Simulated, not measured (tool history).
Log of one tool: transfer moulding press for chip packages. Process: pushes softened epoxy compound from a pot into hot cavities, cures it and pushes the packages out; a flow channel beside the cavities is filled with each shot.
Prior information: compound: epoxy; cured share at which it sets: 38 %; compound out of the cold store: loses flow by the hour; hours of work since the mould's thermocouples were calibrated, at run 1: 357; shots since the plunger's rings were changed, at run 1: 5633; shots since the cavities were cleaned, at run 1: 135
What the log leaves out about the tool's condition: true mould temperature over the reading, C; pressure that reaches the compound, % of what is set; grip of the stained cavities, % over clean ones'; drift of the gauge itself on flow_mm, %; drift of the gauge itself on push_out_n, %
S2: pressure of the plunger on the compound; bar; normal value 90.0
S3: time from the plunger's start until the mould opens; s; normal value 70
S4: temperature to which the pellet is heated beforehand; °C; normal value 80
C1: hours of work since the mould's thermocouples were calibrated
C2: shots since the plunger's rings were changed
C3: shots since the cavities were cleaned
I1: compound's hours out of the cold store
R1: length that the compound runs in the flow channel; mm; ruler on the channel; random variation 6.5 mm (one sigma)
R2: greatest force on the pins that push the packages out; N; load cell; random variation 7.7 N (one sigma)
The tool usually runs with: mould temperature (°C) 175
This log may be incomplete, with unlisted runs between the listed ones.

{"run": 1, "day": 0.0, "mould temperature (°C)": 175, "S2": 90.0, "S3": 70, "S4": 80, "C1": 357, "C2": 5633, "C3": 135, "I1": 15.2, "R1": 672, "R2": 390}
{"day": 0.888, "done": "cavities cleaned with cleaning compound and waxed"}
{"run": 2, "day": 1.0, "mould temperature (°C)": 175, "S2": 90.0, "S3": 70, "S4": 80, "C1": 373, "C2": 6015, "C3": 46, "I1": 47.9, "R1": 616, "R2": 346}
{"day": 1.817, "done": "mould's thermocouples calibrated"}
{"day": 2.146, "done": "cavities cleaned with cleaning compound and waxed"}
{"run": 3, "day": 2.188, "mould temperature (°C)": 175, "S2": 90.0, "S3": 70, "S4": 80, "C1": 6, "C2": 6441, "C3": 18, "I1": 21.3, "R1": 661, "R2": 352}
{"day": 2.842, "done": "plunger's sealing rings changed"}
{"run": 4, "day": 3.112, "mould temperature (°C)": 175, "S2": 90.0, "S3": 70, "S4": 80, "C1": 20, "C2": 111, "C3": 351, "I1": 36.8, "R1": 702, "R2": 454}
{"day": 3.438, "done": "cavities cleaned with cleaning compound and waxed"}
{"run": 5, "day": 3.933, "mould temperature (°C)": 169, "S2": 90.0, "S3": 70, "S4": 80, "C1": 34, "C2": 422, "C3": 203, "I1": 28.1, "R1": 751, "R2": 648}
{"day": 4.617, "done": "cavities cleaned with cleaning compound and waxed"}
{"run": 6, "day": 4.658, "mould temperature (°C)": 169, "S2": 90.0, "S3": 70, "S4": 80, "C1": 46, "C2": 691, "C3": 16, "I1": 20.1, "R1": 757, "R2": 531}
{"run": 7, "day": 5.517, "mould temperature (°C)": 169, "S2": 90.0, "S3": 70, "S4": 80, "C1": 61, "C2": 1041, "C3": 366, "I1": 44.8, "R1": 706, "R2": 656}
{"day": 5.838, "done": "cavities cleaned with cleaning compound and waxed"}
{"run": 8, "day": 6.3, "mould temperature (°C)": 169, "S2": 90.0, "S3": 70, "S4": 80, "C1": 74, "C2": 1335, "C3": 188, "I1": 39.4, "R1": 707, "R2": 607}
{"day": 7.029, "done": "cavities cleaned with cleaning compound and waxed"}
{"run": 9, "day": 7.133, "mould temperature (°C)": 175, "S2": 90.0, "S3": 70, "S4": 80, "C1": 88, "C2": 1650, "C3": 43, "I1": 17.9, "R1": 730, "R2": 345}
{"day": 8.208, "done": "cavities cleaned with cleaning compound and waxed"}
{"run": 10, "day": 8.233, "mould temperature (°C)": 175, "S2": 90.0, "S3": 70, "S4": 80, "C1": 107, "C2": 2071, "C3": 10, "I1": 30.7, "R1": 701, "R2": 334}
{"run": 11, "day": 9.067, "mould temperature (°C)": 175, "S2": 90.0, "S3": 70, "S4": 80, "C1": 121, "C2": 2412, "C3": 351, "I1": 29.3, "R1": 691, "R2": 444}
{"day": 9.396, "done": "cavities cleaned with cleaning compound and waxed"}
{"run": 12, "day": 9.762, "mould temperature (°C)": 175, "S2": 90.0, "S3": 70, "S4": 80, "C1": 133, "C2": 2669, "C3": 148, "I1": 43.8, "R1": 663, "R2": 387}
{"run": 13, "day": 10.346, "mould temperature (°C)": 175, "S2": 90.0, "S3": 70, "S4": 80, "C1": 143, "C2": 2908, "C3": 387, "I1": 23.0, "R1": 701, "R2": 471}
{"day": 10.6, "done": "cavities cleaned with cleaning compound and waxed"}
{"run": 14, "day": 11.221, "mould temperature (°C)": 175, "S2": 69.9, "S3": 100, "S4": 86, "C1": 158, "C2": 3239, "C3": 253, "I1": 37.6, "R1": 592, "R2": 234}
{"day": 11.796, "done": "cavities cleaned with cleaning compound and waxed"}
{"run": 15, "day": 11.892, "mould temperature (°C)": 175, "S2": 78.9, "S3": 92, "S4": 86, "C1": 169, "C2": 3486, "C3": 38, "I1": 27.3, "R1": 651, "R2": 198}
{"day": 13.033, "done": "cavities cleaned with cleaning compound and waxed"}
{"run": 16, "day": 13.192, "mould temperature (°C)": 175, "S2": 90.0, "S3": 69, "S4": 80, "C1": 191, "C2": 3991, "C3": 63, "I1": 14.8, "R1": 709, "R2": 396}
{"run": 17, "day": 13.838, "mould temperature (°C)": 175, "S2": 90.0, "S3": 69, "S4": 80, "C1": 203, "C2": 4255, "C3": 327, "I1": 17.6, "R1": 692, "R2": 482}
{"day": 14.233, "done": "cavities cleaned with cleaning compound and waxed"}
{"run": 18, "day": 14.958, "mould temperature (°C)": 175, "S2": 90.0, "S3": 73, "S4": 80, "C1": 222, "C2": 4687, "C3": 297, "I1": 10.7, "R1": 701, "R2": 411}
{"day": 15.404, "done": "cavities cleaned with cleaning compound and waxed"}
{"run": 19, "day": 15.562, "mould temperature (°C)": 176, "S2": 105.6, "S3": 95, "S4": 82, "C1": 231, "C2": 4907, "C3": 64, "I1": 38.8, "R1": 686, "R2": 199}
{"run": 20, "day": 16.225, "mould temperature (°C)": 175, "S2": 95.0, "S3": 70, "S4": 80, "C1": 243, "C2": 5177, "C3": 334, "I1": 30.7, "R1": 669, "R2": 458}
{"day": 16.575, "done": "cavities cleaned with cleaning compound and waxed"}
{"run": 21, "day": 17.162, "mould temperature (°C)": 175, "S2": 102.1, "S3": 90, "S4": 78, "C1": 259, "C2": 5533, "C3": 239, "I1": 11.2, "R1": 732, "R2": 259}
{"day": 17.792, "done": "cavities cleaned with cleaning compound and waxed"}
{"run": 22, "day": 18.483, "mould temperature (°C)": 175, "S2": 90.0, "S3": 76, "S4": 80, "C1": 282, "C2": 6047, "C3": 281, "I1": 21.9, "R1": 659, "R2": 371}
{"day": 19.017, "done": "cavities cleaned with cleaning compound and waxed"}
{"run": 23, "day": 19.775, "mould temperature (°C)": 170, "S2": 90.0, "S3": 61, "S4": 77, "C1": 304, "C2": 6548, "C3": 310, "I1": 42.2, "R1": 634, "R2": 812}
{"day": 20.175, "done": "plunger's sealing rings changed"}
{"day": 20.35, "done": "cavities cleaned with cleaning compound and waxed"}
{"run": 24, "day": 20.542, "mould temperature (°C)": 175, "S2": 73.2, "S3": 60, "S4": 71, "C1": 314, "C2": 125, "C3": 78, "I1": 28.0, "R1": 652, "R2": 617}
{"day": 21.588, "done": "cavities cleaned with cleaning compound and waxed"}
{"run": 25, "day": 21.671, "mould temperature (°C)": 175, "S2": 73.2, "S3": 60, "S4": 71, "C1": 333, "C2": 559, "C3": 34, "I1": 12.2, "R1": 685, "R2": 616}
{"run": 26, "day": 22.596, "mould temperature (°C)": 175, "S2": 73.2, "S3": 60, "S4": 71, "C1": 350, "C2": 937, "C3": 412, "I1": 13.3, "R1": 671, "R2": 797}

Consider 4 possible next runs. They are alternatives, not a sequence: every one starts from the tool as it was left by run 26. What does each give?
{"day": 22.854, "done": "cavities cleaned with cleaning compound and waxed"}
{"run": "A", "day": 23.783, "mould temperature (°C)": 175, "S2": 108.4, "S3": 60, "S4": 71, "C1": 370, "C2": 1396, "C3": 379, "I1": 31.9, "R1": "?", "R2": "?"}
{"day": 22.854, "done": "cavities cleaned with cleaning compound and waxed"}
{"run": "B", "day": 23.783, "mould temperature (°C)": 174, "S2": 90.0, "S3": 53, "S4": 80, "C1": 370, "C2": 1396, "C3": 379, "I1": 42.9, "R1": "?", "R2": "?"}
{"day": 22.854, "done": "cavities cleaned with cleaning compound and waxed"}
{"run": "C", "day": 23.783, "mould temperature (°C)": 175, "S2": 91.8, "S3": 60, "S4": 71, "C1": 370, "C2": 1396, "C3": 379, "I1": 21.8, "R1": "?", "R2": "?"}
{"day": 22.854, "done": "cavities cleaned with cleaning compound and waxed"}
{"run": "D", "day": 23.783, "mould temperature (°C)": 175, "S2": 90.0, "S3": 103, "S4": 80, "C1": 370, "C2": 1396, "C3": 379, "I1": 32.3, "R1": "?", "R2": "?"}

run=A R1=783 R2=762
run=B R1=692 R2=927
run=C R1=733 R2=766
run=D R1=714 R2=252
Without the tool's hidden state the same runs would have given:
run=A R1=803 R2=535
run=B R1=711 R2=653
run=C R1=752 R2=538
run=D R1=733 R2=178
